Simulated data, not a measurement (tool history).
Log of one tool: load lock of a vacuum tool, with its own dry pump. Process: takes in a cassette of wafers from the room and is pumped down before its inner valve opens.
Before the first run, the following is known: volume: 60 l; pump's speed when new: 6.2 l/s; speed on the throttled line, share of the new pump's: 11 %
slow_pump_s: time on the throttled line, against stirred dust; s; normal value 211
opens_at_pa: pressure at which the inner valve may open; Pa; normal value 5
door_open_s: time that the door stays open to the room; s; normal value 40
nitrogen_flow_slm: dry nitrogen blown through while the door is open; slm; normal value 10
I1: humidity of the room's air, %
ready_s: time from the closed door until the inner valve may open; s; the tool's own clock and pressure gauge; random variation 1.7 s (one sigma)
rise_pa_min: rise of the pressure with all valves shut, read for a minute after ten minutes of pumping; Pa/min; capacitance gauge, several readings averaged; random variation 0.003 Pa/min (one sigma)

{"run": 1, "hour": 0.0, "slow_pump_s": 211, "opens_at_pa": 5, "door_open_s": 40, "nitrogen_flow_slm": 10, "I1": 45.5, "ready_s": 296.1, "rise_pa_min": 0.233}
{"run": 2, "hour": 136.8, "slow_pump_s": 211, "opens_at_pa": 5, "door_open_s": 40, "nitrogen_flow_slm": 10, "I1": 47.0, "ready_s": 297.9, "rise_pa_min": 0.236}
{"run": 3, "hour": 309.9, "slow_pump_s": 211, "opens_at_pa": 5, "door_open_s": 40, "nitrogen_flow_slm": 10, "I1": 43.3, "ready_s": 297.7, "rise_pa_min": 0.246}
{"run": 4, "hour": 396.1, "slow_pump_s": 211, "opens_at_pa": 5, "door_open_s": 40, "nitrogen_flow_slm": 10, "I1": 44.6, "ready_s": 298.4, "rise_pa_min": 0.255}
{"run": 5, "hour": 566.7, "slow_pump_s": 211, "opens_at_pa": 5, "door_open_s": 40, "nitrogen_flow_slm": 10, "I1": 44.0, "ready_s": 296.6, "rise_pa_min": 0.256}
{"run": 6, "hour": 760.9, "slow_pump_s": 211, "opens_at_pa": 5, "door_open_s": 40, "nitrogen_flow_slm": 10, "I1": 44.4, "ready_s": 299.3, "rise_pa_min": 0.274}
{"run": 7, "hour": 861.7, "slow_pump_s": 211, "opens_at_pa": 9, "door_open_s": 40, "nitrogen_flow_slm": 10, "I1": 45.8, "ready_s": 291.2, "rise_pa_min": 0.284}
{"run": 8, "hour": 1005.1, "slow_pump_s": 211, "opens_at_pa": 9, "door_open_s": 40, "nitrogen_flow_slm": 10, "I1": 46.6, "ready_s": 292.7, "rise_pa_min": 0.271}
{"run": 9, "hour": 1177.9, "slow_pump_s": 211, "opens_at_pa": 9, "door_open_s": 40, "nitrogen_flow_slm": 10, "I1": 45.7, "ready_s": 291.8, "rise_pa_min": 0.024}
{"run": 10, "hour": 1322.4, "slow_pump_s": 211, "opens_at_pa": 9, "door_open_s": 40, "nitrogen_flow_slm": 10, "I1": 45.9, "ready_s": 293.3, "rise_pa_min": 0.028}
{"run": 11, "hour": 1454.6, "slow_pump_s": 211, "opens_at_pa": 9, "door_open_s": 40, "nitrogen_flow_slm": 10, "I1": 45.0, "ready_s": 293.6, "rise_pa_min": 0.02}
{"run": 12, "hour": 1598.8, "slow_pump_s": 211, "opens_at_pa": 5, "door_open_s": 40, "nitrogen_flow_slm": 18, "I1": 44.4, "ready_s": 301.6, "rise_pa_min": 0.021}
{"run": 13, "hour": 1787.8, "slow_pump_s": 211, "opens_at_pa": 5, "door_open_s": 40, "nitrogen_flow_slm": 10, "I1": 48.6, "ready_s": 301.4, "rise_pa_min": 0.033}
{"run": 14, "hour": 1965.6, "slow_pump_s": 211, "opens_at_pa": 5, "door_open_s": 57, "nitrogen_flow_slm": 10, "I1": 47.5, "ready_s": 303.5, "rise_pa_min": 0.035}
{"run": 15, "hour": 2161.3, "slow_pump_s": 211, "opens_at_pa": 5, "door_open_s": 57, "nitrogen_flow_slm": 10, "I1": 45.8, "ready_s": 303.9, "rise_pa_min": 0.032}
{"run": 16, "hour": 2327.7, "slow_pump_s": 211, "opens_at_pa": 5, "door_open_s": 57, "nitrogen_flow_slm": 10, "I1": 43.9, "ready_s": 299.7, "rise_pa_min": 0.034}
{"run": 17, "hour": 2517.6, "slow_pump_s": 211, "opens_at_pa": 5, "door_open_s": 57, "nitrogen_flow_slm": 10, "I1": 42.5, "ready_s": 304.0, "rise_pa_min": 0.037}
{"run": 18, "hour": 2713.2, "slow_pump_s": 211, "opens_at_pa": 5, "door_open_s": 57, "nitrogen_flow_slm": 10, "I1": 46.9, "ready_s": 305.3, "rise_pa_min": 0.041}
{"run": 19, "hour": 2880.3, "slow_pump_s": 211, "opens_at_pa": 5, "door_open_s": 57, "nitrogen_flow_slm": 10, "I1": 45.3, "ready_s": 307.6, "rise_pa_min": 0.054}
{"run": 20, "hour": 3068.4, "slow_pump_s": 211, "opens_at_pa": 5, "door_open_s": 57, "nitrogen_flow_slm": 10, "I1": 45.0, "ready_s": 304.9, "rise_pa_min": 0.047}
{"run": 21, "hour": 3164.2, "slow_pump_s": 211, "opens_at_pa": 5, "door_open_s": 57, "nitrogen_flow_slm": 10, "I1": 49.9, "ready_s": 306.6, "rise_pa_min": 0.058}
{"run": 22, "hour": 3293.3, "slow_pump_s": 305, "opens_at_pa": 5, "door_open_s": 63, "nitrogen_flow_slm": 40, "I1": 45.1, "ready_s": 387.7, "rise_pa_min": 0.049}
{"run": 23, "hour": 3441.3, "slow_pump_s": 237, "opens_at_pa": 8, "door_open_s": 172, "nitrogen_flow_slm": 10, "I1": 42.3, "ready_s": 315.6, "rise_pa_min": 0.069}
{"run": 24, "hour": 3527.8, "slow_pump_s": 177, "opens_at_pa": 5, "door_open_s": 61, "nitrogen_flow_slm": 37, "I1": 46.6, "ready_s": 277.0, "rise_pa_min": 0.052}
{"run": 25, "hour": 3652.8, "slow_pump_s": 177, "opens_at_pa": 5, "door_open_s": 61, "nitrogen_flow_slm": 37, "I1": 45.1, "ready_s": 276.6, "rise_pa_min": 0.055}
{"run": 26, "hour": 3777.1, "slow_pump_s": 211, "opens_at_pa": 5, "door_open_s": 40, "nitrogen_flow_slm": 7, "I1": 46.9, "ready_s": 305.7, "rise_pa_min": 0.064}
{"run": 27, "hour": 3937.6, "slow_pump_s": 211, "opens_at_pa": 5, "door_open_s": 40, "nitrogen_flow_slm": 7, "I1": 48.3, "ready_s": 284.6, "rise_pa_min": 0.069}
{"run": 28, "hour": 4025.7, "slow_pump_s": 175, "opens_at_pa": 5, "door_open_s": 166, "nitrogen_flow_slm": 10, "I1": 45.0, "ready_s": 251.9, "rise_pa_min": 0.081}
{"run": 29, "hour": 4118.5, "slow_pump_s": 246, "opens_at_pa": 10, "door_open_s": 87, "nitrogen_flow_slm": 8, "I1": 42.2, "ready_s": 307.2, "rise_pa_min": 0.08}
{"run": 30, "hour": 4296.4, "slow_pump_s": 128, "opens_at_pa": 4, "door_open_s": 33, "nitrogen_flow_slm": 7, "I1": 44.6, "ready_s": 213.9, "rise_pa_min": 0.082}
{"run": 31, "hour": 4385.7, "slow_pump_s": 128, "opens_at_pa": 4, "door_open_s": 33, "nitrogen_flow_slm": 7, "I1": 46.2, "ready_s": 211.2, "rise_pa_min": 0.075}
{"run": 32, "hour": 4528.3, "slow_pump_s": 343, "opens_at_pa": 5, "door_open_s": 40, "nitrogen_flow_slm": 10, "I1": 42.5, "ready_s": 403.8, "rise_pa_min": 0.083}
{"run": 33, "hour": 4609.2, "slow_pump_s": 343, "opens_at_pa": 5, "door_open_s": 40, "nitrogen_flow_slm": 10, "I1": 47.5, "ready_s": 402.4, "rise_pa_min": 0.087}
{"run": 34, "hour": 4799.4, "slow_pump_s": 211, "opens_at_pa": 5, "door_open_s": 30, "nitrogen_flow_slm": 26, "I1": 48.0, "ready_s": 286.9, "rise_pa_min": 0.087}
{"run": 35, "hour": 4996.0, "slow_pump_s": 153, "opens_at_pa": 8, "door_open_s": 30, "nitrogen_flow_slm": 10, "I1": 46.2, "ready_s": 228.8, "rise_pa_min": 0.099}
{"run": 36, "hour": 5189.9, "slow_pump_s": 211, "opens_at_pa": 5, "door_open_s": 41, "nitrogen_flow_slm": 14, "I1": 45.4, "ready_s": 286.0, "rise_pa_min": 0.101}
{"run": 37, "hour": 5378.2, "slow_pump_s": 347, "opens_at_pa": 6, "door_open_s": 50, "nitrogen_flow_slm": 10, "I1": 45.2, "ready_s": 404.8, "rise_pa_min": 0.113}
{"run": 38, "hour": 5573.1, "slow_pump_s": 347, "opens_at_pa": 6, "door_open_s": 77, "nitrogen_flow_slm": 24, "I1": 46.2, "ready_s": 399.5, "rise_pa_min": 0.113}

Put back what was entered between runs (2 entries, withheld): which listed runs does each sit between, and how does the hidden state differ from the listed run before to the listed run after?
After run 8, before run 9: door's seal changed, seat wiped (hour 1177.9)
  pump's speed, % of a new pump's: 83.1 -> 82.7; leak at the door's seal, Pa l/s: 0.2665 -> 0.0018
  the result without the hidden state subtracted from the measured one, ready_s: +13.9 -> +14.2 s; rise_pa_min: +0.257 -> +0.000 Pa/min
After run 26, before run 27: dry pump taken out, an overhauled one fitted (hour 3937.6)
  pump's speed, % of a new pump's: 76.8 -> 100; leak at the door's seal, Pa l/s: 0.0454 -> 0.0495
  the result without the hidden state subtracted from the measured one, ready_s: +22.3 -> -0.1 s; rise_pa_min: +0.043 -> +0.047 Pa/min
